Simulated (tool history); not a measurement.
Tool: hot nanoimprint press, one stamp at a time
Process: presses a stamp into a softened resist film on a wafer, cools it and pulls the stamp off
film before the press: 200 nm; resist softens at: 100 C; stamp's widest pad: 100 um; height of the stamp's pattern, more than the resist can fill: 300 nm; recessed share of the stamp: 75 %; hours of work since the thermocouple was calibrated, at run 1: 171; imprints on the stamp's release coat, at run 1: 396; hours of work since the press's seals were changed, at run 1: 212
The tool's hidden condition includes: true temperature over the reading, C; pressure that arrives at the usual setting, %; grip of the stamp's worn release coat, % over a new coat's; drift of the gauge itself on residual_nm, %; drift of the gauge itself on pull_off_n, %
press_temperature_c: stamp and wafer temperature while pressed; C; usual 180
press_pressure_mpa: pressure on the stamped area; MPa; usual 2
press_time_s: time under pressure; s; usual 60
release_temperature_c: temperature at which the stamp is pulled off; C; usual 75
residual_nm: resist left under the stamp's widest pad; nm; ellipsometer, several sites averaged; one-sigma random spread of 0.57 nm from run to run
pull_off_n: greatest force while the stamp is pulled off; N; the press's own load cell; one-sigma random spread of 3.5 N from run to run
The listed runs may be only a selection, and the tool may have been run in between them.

run     day  press_temperature_c  press_pressure_mpa  press_time_s  release_temperature_c  hours of work since the thermocouple was calibrated  imprints on the stamp's release coat  hours of work since the press's seals were changed  residual_nm  pull_off_n
  1       0                  180                   2            60                     75                                                  171                                   396                                                 212         74.2         170
  2   0.492                  180                   2            60                     75                                                  177                                   435                                                 218         74.8         174
  3   1.158                  180                   2            60                     75                                                  186                                   489                                                 226         74.7         178
  4   1.717                  180                   2            60                     75                                                  193                                   535                                                 233         75.1         175
  5     2.1                  180                   2            60                     75                                                  198                                   566                                                 238         74.1         179
  6   2.529                  180                   2            44                     75                                                  203                                   601                                                 243         83.6         175
  7   3.271                  180                   2            44                     75                                                  212                                   661                                                 252         85.1         178
  8    3.75                  180                   2            44                     75                                                  218                                   700                                                 258         82.4         185
  9   4.296                  180                1.32            60                     75                                                  225                                   744                                                 265         92.2         181
 10   4.979                  180                   2            60                     75                                                  233                                   799                                                 274           74         188
 11   5.583                  180                   2            60                     64                                                  241                                   848                                                 281         74.4         227
 12   6.262                  180                   2            60                     64                                                  249                                   904                                                 290         74.3         236
 13   6.721                  188                   2            60                     75                                                  255                                   941                                                 295         60.8         183
 14   7.238                  188                   2            60                     75                                                  262                                   982                                                 302         60.9         190
 15   7.879                  188                   2            60                     75                                                  270                                  1035                                                 310         61.1         184
 16   8.433                  187                1.44            48                     65                                                  276                                  1080                                                 317         82.6         234
 17   8.858                  173                1.81            48                     65                                                  282                                  1114                                                 322        103.5         229
 18   9.492                  173                1.81            48                     65                                                  290                                  1165                                                 330        104.4         238
     10.296  -- plate thermocouple calibrated
 19  10.362                  173                1.25            69                     77                                                    1                                  1226                                                 339        105.1         176
 20  10.683                  173                1.25            69                     77                                                    5                                  1252                                                 343        105.3         178
 21  11.283                  173                1.25            69                     77                                                   12                                  1300                                                 351        105.1         173
 22  11.838                  173                1.25            69                     77                                                   19                                  1345                                                 358        105.5         174
 23  12.367                  173                1.25            69                     77                                                   26                                  1388                                                 364        105.6         184
 24  12.925                  180                1.62            60                     71                                                   33                                  1434                                                 371         81.2         207
 25  13.438                  180                1.96            63                     61                                                   39                                  1475                                                 377           73         263
 26  13.792                  180                1.96            63                     61                                                   44                                  1504                                                 382         73.5         259
 27  14.279                  180                   2            73                     60                                                   50                                  1543                                                 388         69.4         259
 28  14.662                  188                1.25            54                     61                                                   54                                  1575                                                 393         80.2         258
 29  15.283                  188                1.25            54                     61                                                   62                                  1625                                                 401         79.1         256

Branching from run 29: 3 alternative next runs. What would each branch give?
  A  15.792                  191                   2            82                     75                                                   68                                  1666                                                 407            ?           ?
  B  15.792                  180                2.75            60                     75                                                   68                                  1666                                                 407            ?           ?
  C  15.792                  180                2.54            33                     75                                                   68                                  1666                                                 407            ?           ?

run  residual_nm  pull_off_n
  A         49.3         193
  B         63.1         198
  C         82.6         188
The same runs, with their run-to-run variation unchanged, on a tool lacking any hidden condition would have given:
run  residual_nm  pull_off_n
  A         48.4         166
  B         61.6         171
  C         80.9         163

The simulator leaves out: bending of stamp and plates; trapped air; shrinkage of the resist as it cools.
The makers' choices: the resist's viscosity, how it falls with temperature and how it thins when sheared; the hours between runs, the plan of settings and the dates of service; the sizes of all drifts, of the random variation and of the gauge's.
